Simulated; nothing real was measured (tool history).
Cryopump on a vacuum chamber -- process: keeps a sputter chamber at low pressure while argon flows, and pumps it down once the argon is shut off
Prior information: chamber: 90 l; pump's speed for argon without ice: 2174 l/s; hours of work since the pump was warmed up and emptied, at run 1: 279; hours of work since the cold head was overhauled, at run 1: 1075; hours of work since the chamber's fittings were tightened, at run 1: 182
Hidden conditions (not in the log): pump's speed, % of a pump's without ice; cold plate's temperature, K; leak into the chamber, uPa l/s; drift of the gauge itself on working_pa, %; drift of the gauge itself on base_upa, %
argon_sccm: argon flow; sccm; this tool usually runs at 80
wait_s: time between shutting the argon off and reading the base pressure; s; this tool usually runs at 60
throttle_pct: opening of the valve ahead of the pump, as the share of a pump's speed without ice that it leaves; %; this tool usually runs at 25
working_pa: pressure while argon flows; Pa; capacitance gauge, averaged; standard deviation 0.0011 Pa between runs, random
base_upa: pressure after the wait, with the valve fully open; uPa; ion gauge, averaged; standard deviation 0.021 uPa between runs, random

| run | day | argon_sccm | wait_s | throttle_pct | hours of work since the pump was warmed up and emptied | hours of work since the cold head was overhauled | hours of work since the chamber's fittings were tightened | working_pa | base_upa |
|---|---|---|---|---|---|---|---|---|---|
| 1 | 0.000 | 80 | 60 | 25 | 279 | 1075 | 182 | 0.2567 | 0.68 |
| 2 | 3.842 | 64 | 60 | 25 | 316 | 1112 | 219 | 0.2063 | 0.78 |
| 3 | 8.208 | 80 | 60 | 25 | 359 | 1154 | 262 | 0.2575 | 0.77 |
| 4 | 12.692 | 80 | 60 | 25 | 402 | 1198 | 305 | 0.2584 | 0.91 |
| 5 | 16.558 | 137 | 60 | 25 | 440 | 1236 | 343 | 0.4455 | 0.97 |
| 6 | 20.608 | 137 | 60 | 25 | 479 | 1275 | 382 | 0.4462 | 1.04 |
| 7 | 25.850 | 137 | 60 | 25 | 530 | 1326 | 433 | 0.4492 | 1.15 |
| 8 | 28.825 | 137 | 60 | 25 | 559 | 1355 | 462 | 0.4539 | 1.22 |
| 9 | 32.012 | 80 | 79 | 25 | 590 | 1386 | 493 | 0.2652 | 1.20 |
| 10 | 34.217 | 80 | 60 | 25 | 611 | 1407 | 514 | 0.2663 | 1.28 |
| 11 | 39.167 | 80 | 60 | 35 | 659 | 1455 | 563 | 0.1957 | 1.39 |
| 12 | 43.929 | 77 | 60 | 25 | 706 | 1502 | 609 | 0.2582 | 1.49 |
| 13 | 46.150 | 77 | 60 | 25 | 727 | 1523 | 630 | 0.2577 | 1.57 |
| 14 | 50.442 | 77 | 60 | 25 | 769 | 1565 | 672 | 0.2610 | 1.61 |
|  | 53.342 | pump warmed up, emptied and cooled again |
| 15 | 55.717 | 77 | 60 | 25 | 23 | 1614 | 721 | 0.2399 | 1.41 |
| 16 | 60.192 | 117 | 60 | 25 | 67 | 1658 | 765 | 0.3673 | 1.47 |
| 17 | 64.975 | 80 | 60 | 25 | 113 | 1704 | 811 | 0.2564 | 1.59 |
| 18 | 67.700 | 80 | 29 | 23 | 140 | 1731 | 838 | 0.2754 | 1.87 |
| 19 | 70.179 | 41 | 60 | 25 | 164 | 1755 | 862 | 0.1303 | 1.66 |
| 20 | 73.700 | 41 | 60 | 25 | 198 | 1789 | 896 | 0.1304 | 1.76 |
| 21 | 78.025 | 41 | 60 | 25 | 240 | 1831 | 938 | 0.1302 | 1.90 |
| 22 | 81.958 | 41 | 60 | 25 | 278 | 1869 | 976 | 0.1305 | 1.93 |
| 23 | 85.700 | 80 | 23 | 31 | 314 | 1905 | 1013 | 0.2103 | 2.35 |
| 24 | 88.529 | 68 | 76 | 31 | 342 | 1933 | 1040 | 0.1784 | 1.95 |
| 25 | 90.858 | 90 | 33 | 33 | 365 | 1956 | 1063 | 0.2225 | 2.26 |
| 26 | 95.621 | 48 | 26 | 23 | 411 | 2002 | 1109 | 0.1684 | 2.47 |
| 27 | 99.238 | 107 | 56 | 18 | 446 | 2037 | 1144 | 0.4775 | 2.25 |
| 28 | 101.821 | 52 | 33 | 25 | 471 | 2062 | 1169 | 0.1701 | 2.48 |
| 29 | 106.062 | 80 | 261 | 19 | 512 | 2103 | 1210 | 0.3439 | 2.23 |
| 30 | 110.104 | 157 | 261 | 39 | 552 | 2143 | 1250 | 0.3412 | 2.30 |
| 31 | 113.846 | 102 | 261 | 53 | 588 | 2179 | 1286 | 0.1700 | 2.41 |
|  | 115.750 | leaking fittings of the chamber tightened, without venting |
| 32 | 116.621 | 132 | 211 | 51 | 614 | 2205 | 8 | 0.2271 | 0.31 |
| 33 | 121.225 | 48 | 236 | 51 | 659 | 2250 | 53 | 0.0841 | 0.36 |

Some steps in working_pa, run to run, broken into two amounts with sign: the step expected even without the hidden condition (settings, incoming material, random variation), and the rest, left for the hidden condition together with whatever gauge scatter is not in both the measured and the hidden-condition-free result:
Run 8 -> 9: argon_sccm 137 -> 80, wait_s 60 -> 79. working_pa -0.1887 Pa: hidden state -0.0099, all else -0.1788.
Run 14 -> 15: pump warmed up, emptied and cooled again. working_pa -0.0211 Pa: hidden state -0.0190, all else -0.0021.
Run 26 -> 27: argon_sccm 48 -> 107, wait_s 26 -> 56, throttle_pct 23 -> 18. working_pa +0.3091 Pa: hidden state +0.0093, all else +0.2998.
Run 27 -> 28: argon_sccm 107 -> 52, wait_s 56 -> 33, throttle_pct 18 -> 25. working_pa -0.3074 Pa: hidden state -0.0077, all else -0.2997.
Run 29 -> 30: argon_sccm 80 -> 157, throttle_pct 19 -> 39. working_pa -0.0027 Pa: hidden state +0.0151, all else -0.0178.
Run 32 -> 33: argon_sccm 132 -> 48, wait_s 211 -> 236. working_pa -0.1430 Pa: hidden state -0.0165, all else -0.1265.
